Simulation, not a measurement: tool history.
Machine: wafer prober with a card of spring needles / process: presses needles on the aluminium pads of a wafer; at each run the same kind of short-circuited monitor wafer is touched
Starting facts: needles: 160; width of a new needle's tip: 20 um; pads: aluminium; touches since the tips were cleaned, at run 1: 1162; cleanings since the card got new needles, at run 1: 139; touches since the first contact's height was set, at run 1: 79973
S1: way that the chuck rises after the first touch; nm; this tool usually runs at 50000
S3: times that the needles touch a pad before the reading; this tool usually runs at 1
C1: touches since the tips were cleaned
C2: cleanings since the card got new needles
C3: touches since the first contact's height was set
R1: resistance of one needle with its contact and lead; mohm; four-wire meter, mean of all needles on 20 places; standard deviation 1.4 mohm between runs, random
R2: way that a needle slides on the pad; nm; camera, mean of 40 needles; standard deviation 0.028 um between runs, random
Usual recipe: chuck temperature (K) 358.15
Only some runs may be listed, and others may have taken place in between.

run 1 hour=0.0 | S1=50000 chuck_temperature_(K)=358.15 S3=1 | C1=1162 C2=139 C3=79973 | R1=216 R2=11370
-- hour=21.3 tips cleaned on abrasive film
-- hour=47.0 tips cleaned on abrasive film
-- hour=69.5 tips cleaned on abrasive film
run 2 hour=75.2 | S1=50000 chuck_temperature_(K)=358.15 S3=1 | C1=1618 C2=142 C3=101049 | R1=238 R2=11340
-- hour=92.2 tips cleaned on abrasive film
-- hour=116.3 tips cleaned on abrasive film
-- hour=143.5 tips cleaned on abrasive film
run 3 hour=148.5 | S1=50000 chuck_temperature_(K)=358.15 S3=1 | C1=1410 C2=145 C3=121573 | R1=225 R2=11280
-- hour=170.0 tips cleaned on abrasive film
-- hour=170.3 height of the first contact set anew
-- hour=194.4 tips cleaned on abrasive film
run 4 hour=206.9 | S1=50000 chuck_temperature_(K)=358.15 S3=1 | C1=3513 C2=147 C3=10282 | R1=275 R2=11650
-- hour=218.1 tips cleaned on abrasive film
-- hour=245.8 tips cleaned on abrasive film
run 5 hour=245.9 | S1=50000 chuck_temperature_(K)=331.15 S3=1 | C1=37 C2=149 C3=21184 | R1=146 R2=11620
-- hour=269.2 tips cleaned on abrasive film
-- hour=296.0 tips cleaned on abrasive film
-- hour=321.7 tips cleaned on abrasive film
run 6 hour=324.4 | S1=50000 chuck_temperature_(K)=358.15 S3=1 | C1=772 C2=152 C3=43176 | R1=192 R2=11530
-- hour=346.2 tips cleaned on abrasive film
-- hour=371.7 tips cleaned on abrasive film
-- hour=399.5 tips cleaned on abrasive film
run 7 hour=406.0 | S1=50000 chuck_temperature_(K)=358.15 S3=1 | C1=1817 C2=155 C3=66030 | R1=228 R2=11450
-- hour=426.3 tips cleaned on abrasive film
-- hour=453.9 tips cleaned on abrasive film
-- hour=480.7 tips cleaned on abrasive film
run 8 hour=495.9 | S1=50000 chuck_temperature_(K)=358.15 S3=1 | C1=4274 C2=158 C3=91244 | R1=292 R2=11420
-- hour=507.2 tips cleaned on abrasive film
-- hour=534.1 tips cleaned on abrasive film
-- hour=561.4 tips cleaned on abrasive film
run 9 hour=568.4 | S1=52000 chuck_temperature_(K)=358.15 S3=1 | C1=1978 C2=161 C3=111550 | R1=238 R2=11890
-- hour=584.4 tips cleaned on abrasive film
-- hour=609.8 tips cleaned on abrasive film
-- hour=625.4 height of the first contact set anew
-- hour=635.2 tips cleaned on abrasive film
run 10 hour=635.2 | S1=50000 chuck_temperature_(K)=389.15 S3=1 | C1=19 C2=164 C3=2735 | R1=164 R2=11550
-- hour=657.8 tips cleaned on abrasive film
-- hour=680.3 tips cleaned on abrasive film
-- hour=702.8 tips cleaned on abrasive film
run 11 hour=702.8 | S1=50000 chuck_temperature_(K)=389.15 S3=1 | C1=0 C2=167 C3=21662 | R1=152 R2=11550
-- hour=729.5 tips cleaned on abrasive film
-- hour=755.7 tips cleaned on abrasive film
-- hour=780.4 tips cleaned on abrasive film
run 12 hour=780.4 | S1=50000 chuck_temperature_(K)=389.15 S3=1 | C1=0 C2=170 C3=43376 | R1=165 R2=11480
-- hour=806.7 tips cleaned on abrasive film
-- hour=831.3 tips cleaned on abrasive film
run 13 hour=831.3 | S1=50000 chuck_temperature_(K)=394.15 S3=1 | C1=0 C2=172 C3=57655 | R1=164 R2=11440
-- hour=859.0 tips cleaned on abrasive film
-- hour=884.3 tips cleaned on abrasive film
-- hour=909.1 tips cleaned on abrasive film
run 14 hour=919.1 | S1=50000 chuck_temperature_(K)=310.15 S3=1 | C1=2805 C2=175 C3=82252 | R1=291 R2=11410
-- hour=933.0 tips cleaned on abrasive film
-- hour=958.6 tips cleaned on abrasive film
run 15 hour=970.8 | S1=43000 chuck_temperature_(K)=306.15 S3=1 | C1=3425 C2=177 C3=96731 | R1=344 R2=9730
-- hour=986.3 tips cleaned on abrasive film
-- hour=1012.4 tips cleaned on abrasive film
run 16 hour=1014.2 | S1=43000 chuck_temperature_(K)=306.15 S3=1 | C1=489 C2=179 C3=108871 | R1=196 R2=9730
-- hour=1035.4 tips cleaned on abrasive film
-- hour=1061.1 tips cleaned on abrasive film
-- hour=1082.3 height of the first contact set anew
-- hour=1086.3 tips cleaned on abrasive film
run 17 hour=1086.3 | S1=32000 chuck_temperature_(K)=357.15 S3=1 | C1=0 C2=182 C3=1076 | R1=183 R2=7420
-- hour=1113.6 tips cleaned on abrasive film
-- hour=1140.4 tips cleaned on abrasive film
run 18 hour=1148.6 | S1=32000 chuck_temperature_(K)=357.15 S3=1 | C1=2298 C2=184 C3=18537 | R1=456 R2=7390
-- hour=1165.2 tips cleaned on abrasive film
-- hour=1193.1 tips cleaned on abrasive film
run 19 hour=1199.5 | S1=32000 chuck_temperature_(K)=367.15 S3=1 | C1=1815 C2=186 C3=32809 | R1=429 R2=7350
-- hour=1220.5 tips cleaned on abrasive film
-- hour=1247.7 tips cleaned on abrasive film
run 20 hour=1267.5 | S1=32000 chuck_temperature_(K)=367.15 S3=1 | C1=5580 C2=188 C3=51879 | R1=593 R2=7330
-- hour=1273.2 tips cleaned on abrasive film
-- hour=1298.1 tips cleaned on abrasive film
-- hour=1325.8 tips cleaned on abrasive film
-- hour=1351.9 tips cleaned on abrasive film
run 21 hour=1351.9 | S1=63000 chuck_temperature_(K)=358.15 S3=2 | C1=0 C2=192 C3=75504 | R1=136 R2=14450
-- hour=1376.3 tips cleaned on abrasive film
-- hour=1400.0 tips cleaned on abrasive film
-- hour=1422.5 tips cleaned on abrasive film
run 22 hour=1442.9 | S1=44000 chuck_temperature_(K)=330.15 S3=2 | C1=5728 C2=195 C3=100986 | R1=306 R2=9980
-- hour=1448.6 tips cleaned on abrasive film
-- hour=1475.7 tips cleaned on abrasive film
-- hour=1500.9 tips cleaned on abrasive film
run 23 hour=1504.0 | S1=44000 chuck_temperature_(K)=330.15 S3=1 | C1=871 C2=198 C3=118102 | R1=229 R2=9950
-- hour=1524.8 tips cleaned on abrasive film
-- hour=1539.7 height of the first contact set anew
-- hour=1549.3 tips cleaned on abrasive film
-- hour=1575.0 tips cleaned on abrasive film
run 24 hour=1577.4 | S1=44000 chuck_temperature_(K)=330.15 S3=1 | C1=652 C2=201 C3=10532 | R1=225 R2=10230
-- hour=1599.5 tips cleaned on abrasive film
-- hour=1622.0 tips cleaned on abrasive film
-- hour=1650.0 tips cleaned on abrasive film
run 25 hour=1663.7 | S1=50000 chuck_temperature_(K)=370.15 S3=2 | C1=3840 C2=204 C3=34722 | R1=239 R2=11500
-- hour=1673.4 tips cleaned on abrasive film
-- hour=1700.7 tips cleaned on abrasive film
-- hour=1726.7 tips cleaned on abrasive film
run 26 hour=1733.8 | S1=50000 chuck_temperature_(K)=370.15 S3=2 | C1=1985 C2=207 C3=54346 | R1=217 R2=11500
-- hour=1753.4 tips cleaned on abrasive film
-- hour=1781.0 tips cleaned on abrasive film
run 27 hour=1800.6 | S1=50000 chuck_temperature_(K)=370.15 S3=2 | C1=5505 C2=209 C3=73091 | R1=263 R2=11420
-- hour=1804.8 tips cleaned on abrasive film
-- hour=1831.0 tips cleaned on abrasive film
-- hour=1855.9 tips cleaned on abrasive film
run 28 hour=1864.9 | S1=64000 chuck_temperature_(K)=314.15 S3=2 | C1=2513 C2=212 C3=91074 | R1=180 R2=14650

What if the next run were any one of these 4? Each begins from the tool's condition after run 28:
-- hour=1881.8 tips cleaned on abrasive film
-- hour=1909.1 tips cleaned on abrasive film
-- hour=1931.7 tips cleaned on abrasive film
run A hour=1943.6 | S1=64000 chuck_temperature_(K)=314.15 S3=2 | C1=3348 C2=215 C3=113120 | R1=? R2=?
-- hour=1881.8 tips cleaned on abrasive film
-- hour=1909.1 tips cleaned on abrasive film
-- hour=1931.7 tips cleaned on abrasive film
run B hour=1943.6 | S1=64000 chuck_temperature_(K)=314.15 S3=2 | C1=3348 C2=215 C3=113120 | R1=? R2=?
-- hour=1881.8 tips cleaned on abrasive film
-- hour=1909.1 tips cleaned on abrasive film
-- hour=1931.7 tips cleaned on abrasive film
run C hour=1943.6 | S1=34000 chuck_temperature_(K)=378.15 S3=3 | C1=3348 C2=215 C3=113120 | R1=? R2=?
-- hour=1881.8 tips cleaned on abrasive film
-- hour=1909.1 tips cleaned on abrasive film
-- hour=1931.7 tips cleaned on abrasive film
run D hour=1943.6 | S1=66000 chuck_temperature_(K)=334.15 S3=1 | C1=3348 C2=215 C3=113120 | R1=? R2=?

run=A R1=192 R2=14630
run=B R1=192 R2=14610
run=C R1=293 R2=7620
run=D R1=227 R2=15090
What these runs would have given with no unlogged condition in the tool:
run=A R1=117 R2=14900
run=B R1=117 R2=14880
run=C R1=149 R2=7890
run=D R1=118 R2=15360
